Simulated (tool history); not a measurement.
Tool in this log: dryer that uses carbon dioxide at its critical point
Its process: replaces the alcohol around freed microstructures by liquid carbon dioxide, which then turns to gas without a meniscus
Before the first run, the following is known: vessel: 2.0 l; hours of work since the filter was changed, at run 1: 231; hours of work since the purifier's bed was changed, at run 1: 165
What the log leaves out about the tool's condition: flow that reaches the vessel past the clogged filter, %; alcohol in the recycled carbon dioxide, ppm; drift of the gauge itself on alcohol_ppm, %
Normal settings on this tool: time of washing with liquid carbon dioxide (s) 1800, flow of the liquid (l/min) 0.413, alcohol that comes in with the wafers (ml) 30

run   hour  time of washing with liquid carbon dioxide (s)  flow of the liquid (l/min)  alcohol that comes in with the wafers (ml)  hours of work since the filter was changed  hours of work since the purifier's bed was changed  alcohol left in the vessel before it's heated (ppm by volume)
  1    0.0                                            1800                       0.413                                          30                                         231                                                 165                                                            101
  2   12.1                                            1800                       0.413                                          30                                         236                                                 170                                                            106
  3   31.5                                            1800                       0.413                                          30                                         244                                                 178                                                            108
  4   53.6                                            1800                       0.413                                          72                                         253                                                 188                                                            197
  5   76.1                                            1800                       0.413                                          72                                         263                                                 197                                                            193
  6   87.2                                            1800                       0.413                                          30                                         267                                                 202                                                            122
  7   99.7                                            2700                       0.413                                          30                                         273                                                 207                                                             59
  8  120.9                                            2580                       0.413                                          30                                         282                                                 216                                                             61
  9  132.8                                            1800                       0.575                                          30                                         287                                                 221                                                             63
 10  147.8                                            1800                       0.575                                          30                                         293                                                 228                                                             69
 11  162.3                                            1200                       0.413                                          74                                         299                                                 234                                                            997
 12  171.7                                            1800                       0.422                                          30                                         303                                                 238                                                            115
 13  185.7                                            1500                       0.422                                          35                                         309                                                 243                                                            229
 14  200.7                                            1920                       0.422                                          35                                         315                                                 250                                                            111

Run 15 comes next. What will it give?
 15  215.8                                            2460                       0.323                                          82                                         322                                                 256                                                              ?

Run 15 yielded alcohol left in the vessel before it's heated (ppm by volume) 196.
Had the tool carried no hidden state, the very same run would have given alcohol left in the vessel before it's heated (ppm by volume) 77.

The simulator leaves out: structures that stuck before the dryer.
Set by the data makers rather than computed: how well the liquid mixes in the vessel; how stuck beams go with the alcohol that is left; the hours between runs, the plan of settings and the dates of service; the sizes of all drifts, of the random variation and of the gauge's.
